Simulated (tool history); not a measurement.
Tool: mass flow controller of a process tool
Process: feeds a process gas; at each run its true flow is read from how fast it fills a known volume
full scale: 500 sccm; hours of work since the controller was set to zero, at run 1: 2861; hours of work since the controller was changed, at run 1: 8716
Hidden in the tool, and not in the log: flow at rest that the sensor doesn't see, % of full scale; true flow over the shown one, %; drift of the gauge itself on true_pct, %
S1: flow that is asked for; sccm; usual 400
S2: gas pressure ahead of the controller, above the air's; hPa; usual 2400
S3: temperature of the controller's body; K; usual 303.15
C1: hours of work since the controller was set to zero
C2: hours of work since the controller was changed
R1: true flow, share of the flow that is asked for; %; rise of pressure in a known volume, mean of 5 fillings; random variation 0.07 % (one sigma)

run 1 hour=0.0 | S1=400 S2=2400 S3=303.15 | C1=2861 C2=8716 | R1=98.64
run 2 hour=315.4 | S1=400 S2=2400 S3=303.15 | C1=3089 C2=8944 | R1=98.77
run 3 hour=706.5 | S1=400 S2=2400 S3=303.15 | C1=3372 C2=9227 | R1=98.81
run 4 hour=1065.8 | S1=400 S2=2400 S3=303.15 | C1=3632 C2=9486 | R1=98.63
run 5 hour=1293.8 | S1=400 S2=2400 S3=303.15 | C1=3797 C2=9651 | R1=98.58
run 6 hour=1633.3 | S1=83 S2=2400 S3=303.15 | C1=4042 C2=9897 | R1=97.49
run 7 hour=1846.7 | S1=83 S2=2110 S3=303.15 | C1=4197 C2=10051 | R1=97.55
run 8 hour=2080.3 | S1=83 S2=2110 S3=303.15 | C1=4365 C2=10220 | R1=97.62
run 9 hour=2351.5 | S1=83 S2=2110 S3=303.15 | C1=4561 C2=10416 | R1=97.66
run 10 hour=2650.9 | S1=83 S2=2110 S3=303.15 | C1=4778 C2=10632 | R1=97.46
run 11 hour=2942.1 | S1=360 S2=2110 S3=303.15 | C1=4989 C2=10843 | R1=98.55
run 12 hour=3327.8 | S1=360 S2=2110 S3=303.15 | C1=5267 C2=11122 | R1=98.64
-- hour=3586.8 controller's zero set anew
run 13 hour=3611.0 | S1=360 S2=2110 S3=303.15 | C1=17 C2=11326 | R1=98.40
run 14 hour=3845.4 | S1=132 S2=1890 S3=293.15 | C1=187 C2=11496 | R1=98.91
run 15 hour=4030.1 | S1=118 S2=1570 S3=309.15 | C1=321 C2=11629 | R1=97.25
run 16 hour=4316.1 | S1=118 S2=1570 S3=303.15 | C1=527 C2=11836 | R1=97.94
run 17 hour=4663.3 | S1=400 S2=2350 S3=302.15 | C1=778 C2=12087 | R1=98.54
run 18 hour=4998.4 | S1=121 S2=1830 S3=299.15 | C1=1021 C2=12329 | R1=98.05
run 19 hour=5226.1 | S1=400 S2=1870 S3=303.15 | C1=1185 C2=12494 | R1=98.50
run 20 hour=5434.2 | S1=400 S2=2400 S3=300.15 | C1=1336 C2=12644 | R1=98.69
run 21 hour=5827.4 | S1=392 S2=1910 S3=306.15 | C1=1620 C2=12929 | R1=98.25
run 22 hour=6184.6 | S1=71 S2=1910 S3=306.15 | C1=1878 C2=13187 | R1=96.99
run 23 hour=6396.4 | S1=400 S2=2240 S3=303.15 | C1=2031 C2=13340 | R1=98.38

5 ways to go on from here, each from the tool as it stands after run 23. What would each give?
run A hour=6655.2 | S1=114 S2=2190 S3=303.15 | C1=2218 C2=13527 | R1=?
run B hour=6655.2 | S1=231 S2=1580 S3=307.15 | C1=2218 C2=13527 | R1=?
run C hour=6655.2 | S1=488 S2=2580 S3=303.15 | C1=2218 C2=13527 | R1=?
run D hour=6655.2 | S1=400 S2=1880 S3=303.15 | C1=2218 C2=13527 | R1=?
run E hour=6655.2 | S1=254 S2=2400 S3=303.15 | C1=2218 C2=13527 | R1=?

run=A R1=97.17
run=B R1=97.70
run=C R1=98.42
run=D R1=98.46
run=E R1=97.54
Without the tool's hidden state the same runs would have given:
run=A R1=97.80
run=B R1=98.34
run=C R1=99.06
run=D R1=99.10
run=E R1=98.18
